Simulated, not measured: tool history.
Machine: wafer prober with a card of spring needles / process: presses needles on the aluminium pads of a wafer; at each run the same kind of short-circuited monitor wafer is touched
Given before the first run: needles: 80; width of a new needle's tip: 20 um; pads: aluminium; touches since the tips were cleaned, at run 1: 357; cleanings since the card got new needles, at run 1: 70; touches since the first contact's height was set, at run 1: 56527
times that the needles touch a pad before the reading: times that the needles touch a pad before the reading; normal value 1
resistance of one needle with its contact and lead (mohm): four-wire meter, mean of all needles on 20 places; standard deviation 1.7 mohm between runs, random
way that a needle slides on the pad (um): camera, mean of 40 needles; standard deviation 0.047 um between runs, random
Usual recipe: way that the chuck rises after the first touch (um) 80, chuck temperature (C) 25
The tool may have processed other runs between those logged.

| run | hour | way that the chuck rises after the first touch (um) | chuck temperature (C) | times that the needles touch a pad before the reading | touches since the tips were cleaned | cleanings since the card got new needles | touches since the first contact's height was set | resistance of one needle with its contact and lead (mohm) | way that a needle slides on the pad (um) |
|---|---|---|---|---|---|---|---|---|---|
| 1 | 0 | 80 | 25 | 1 | 357 | 70 | 56527 | 188 | 21.53 |
|  | 16.6 | tips cleaned on abrasive film |
|  | 33.9 | tips cleaned on abrasive film |
| 2 | 43.4 | 80 | 25 | 1 | 3371 | 72 | 71894 | 241 | 21.44 |
|  | 52.5 | tips cleaned on abrasive film |
| 3 | 63.7 | 80 | 25 | 1 | 3974 | 73 | 79062 | 253 | 21.5 |
|  | 70 | tips cleaned on abrasive film |
|  | 87.5 | tips cleaned on abrasive film |
| 4 | 98.3 | 80 | 25 | 1 | 3840 | 75 | 91274 | 256 | 21.35 |
|  | 105.2 | tips cleaned on abrasive film |
|  | 122 | tips cleaned on abrasive film |
| 5 | 123 | 80 | 25 | 1 | 370 | 77 | 100000 | 190 | 21.28 |
|  | 127.9 | height of the first contact set anew |
|  | 140 | tips cleaned on abrasive film |
|  | 157.5 | tips cleaned on abrasive film |
| 6 | 160.7 | 80 | 25 | 1 | 1135 | 79 | 11580 | 210 | 21.74 |
|  | 174.6 | tips cleaned on abrasive film |
|  | 194.8 | tips cleaned on abrasive film |
| 7 | 201 | 80 | 25 | 1 | 2212 | 81 | 25852 | 231 | 21.66 |
|  | 213.3 | tips cleaned on abrasive film |
| 8 | 229 | 80 | 25 | 1 | 5591 | 82 | 35755 | 268 | 21.69 |
|  | 231.2 | tips cleaned on abrasive film |
|  | 249.5 | tips cleaned on abrasive film |
| 9 | 249.8 | 80 | 25 | 1 | 91 | 84 | 43064 | 176 | 21.58 |
|  | 266.5 | tips cleaned on abrasive film |
|  | 283.5 | tips cleaned on abrasive film |
| 10 | 284.8 | 80 | 25 | 1 | 474 | 86 | 55449 | 188 | 21.43 |
|  | 303.5 | tips cleaned on abrasive film |
| 11 | 315.5 | 80 | 25 | 1 | 4273 | 87 | 66336 | 263 | 21.49 |
|  | 321.4 | tips cleaned on abrasive film |
|  | 340.7 | tips cleaned on abrasive film |
| 12 | 356.7 | 80 | 25 | 1 | 5672 | 89 | 80892 | 266 | 21.39 |
|  | 358.8 | tips cleaned on abrasive film |
|  | 377.7 | tips cleaned on abrasive film |
| 13 | 378.3 | 80 | 25 | 1 | 217 | 91 | 88505 | 185 | 21.35 |
|  | 395.5 | tips cleaned on abrasive film |
| 14 | 411.5 | 80 | 25 | 1 | 5667 | 92 | 100260 | 280 | 21.33 |
|  | 414 | tips cleaned on abrasive film |
|  | 418.1 | height of the first contact set anew |
|  | 432.9 | tips cleaned on abrasive film |
| 15 | 447.1 | 69 | 25 | 1 | 5014 | 94 | 10258 | 295 | 18.78 |
|  | 450.1 | tips cleaned on abrasive film |
|  | 468.7 | tips cleaned on abrasive film |
| 16 | 481.7 | 69 | 25 | 1 | 4624 | 96 | 22500 | 300 | 18.68 |
|  | 487.2 | tips cleaned on abrasive film |
|  | 504 | tips cleaned on abrasive film |
| 17 | 513 | 69 | 25 | 1 | 3215 | 98 | 33564 | 282 | 18.64 |
|  | 524.6 | tips cleaned on abrasive film |
|  | 543.5 | tips cleaned on abrasive film |
| 18 | 555.6 | 80 | 25 | 3 | 4280 | 100 | 48625 | 205 | 21.6 |
|  | 561.2 | tips cleaned on abrasive film |
|  | 578.5 | tips cleaned on abrasive film |
| 19 | 578.9 | 84 | 48 | 2 | 153 | 102 | 56856 | 184 | 22.66 |
|  | 596.8 | tips cleaned on abrasive film |
| 20 | 609.1 | 83 | 37 | 1 | 4361 | 103 | 67545 | 262 | 22.33 |
|  | 616.3 | tips cleaned on abrasive film |
|  | 633.4 | tips cleaned on abrasive film |
| 21 | 638.4 | 65 | 65 | 1 | 1753 | 105 | 77871 | 257 | 17.37 |
|  | 650.7 | tips cleaned on abrasive film |
| 22 | 661.1 | 65 | 65 | 1 | 3704 | 106 | 85927 | 309 | 17.35 |
|  | 667.8 | tips cleaned on abrasive film |
| 23 | 680.4 | 97 | 50 | 3 | 4479 | 107 | 92757 | 196 | 25.98 |
|  | 687.1 | tips cleaned on abrasive film |
|  | 705.5 | tips cleaned on abrasive film |
|  | 705.8 | height of the first contact set anew |
| 24 | 710.7 | 67 | 39 | 1 | 1711 | 109 | 1711 | 247 | 18.27 |
|  | 723.2 | tips cleaned on abrasive film |
|  | 742.3 | tips cleaned on abrasive film |
| 25 | 754.9 | 94 | 101 | 1 | 4464 | 111 | 17353 | 249 | 25.53 |
|  | 761.6 | tips cleaned on abrasive film |
|  | 780.1 | tips cleaned on abrasive film |
| 26 | 795.6 | 73 | 101 | 2 | 5490 | 113 | 31756 | 255 | 19.74 |
|  | 798.7 | tips cleaned on abrasive film |
|  | 815.6 | tips cleaned on abrasive film |
|  | 834.8 | tips cleaned on abrasive film |
| 27 | 834.8 | 93 | 101 | 2 | 0 | 116 | 45579 | 184 | 25.13 |
|  | 855.1 | tips cleaned on abrasive film |
| 28 | 856 | 96 | 59 | 1 | 332 | 117 | 53104 | 193 | 25.91 |
|  | 872.7 | tips cleaned on abrasive film |
| 29 | 874.3 | 80 | 28 | 1 | 579 | 118 | 59560 | 196 | 21.52 |
|  | 890.3 | tips cleaned on abrasive film |
|  | 910.4 | tips cleaned on abrasive film |
| 30 | 910.4 | 99 | 32 | 1 | 0 | 120 | 72315 | 173 | 26.67 |
|  | 929.1 | tips cleaned on abrasive film |
| 31 | 945.2 | 99 | 32 | 1 | 5745 | 121 | 84671 | 237 | 26.59 |

4 ways to go on from here, each from the tool as it stands after run 31. What would each give?
|  | 948.7 | tips cleaned on abrasive film |
| A | 965.3 | 76 | 61 | 2 | 5905 | 122 | 91763 | ? | ? |
|  | 948.7 | tips cleaned on abrasive film |
| B | 965.3 | 99 | 54 | 1 | 5905 | 122 | 91763 | ? | ? |
|  | 948.7 | tips cleaned on abrasive film |
| C | 965.3 | 69 | 80 | 3 | 5905 | 122 | 91763 | ? | ? |
|  | 948.7 | tips cleaned on abrasive film |
| D | 965.3 | 89 | 25 | 1 | 5905 | 122 | 91763 | ? | ? |

| run | resistance of one needle with its contact and lead (mohm) | way that a needle slides on the pad (um) |
|---|---|---|
| A | 252 | 20.29 |
| B | 249 | 26.58 |
| C | 235 | 18.42 |
| D | 261 | 23.92 |
Take away the tool's hidden state, keep each run's random variation, and the runs would have read:
| run | resistance of one needle with its contact and lead (mohm) | way that a needle slides on the pad (um) |
|---|---|---|
| A | 175 | 20.65 |
| B | 172 | 26.94 |
| C | 180 | 18.78 |
| D | 165 | 24.28 |
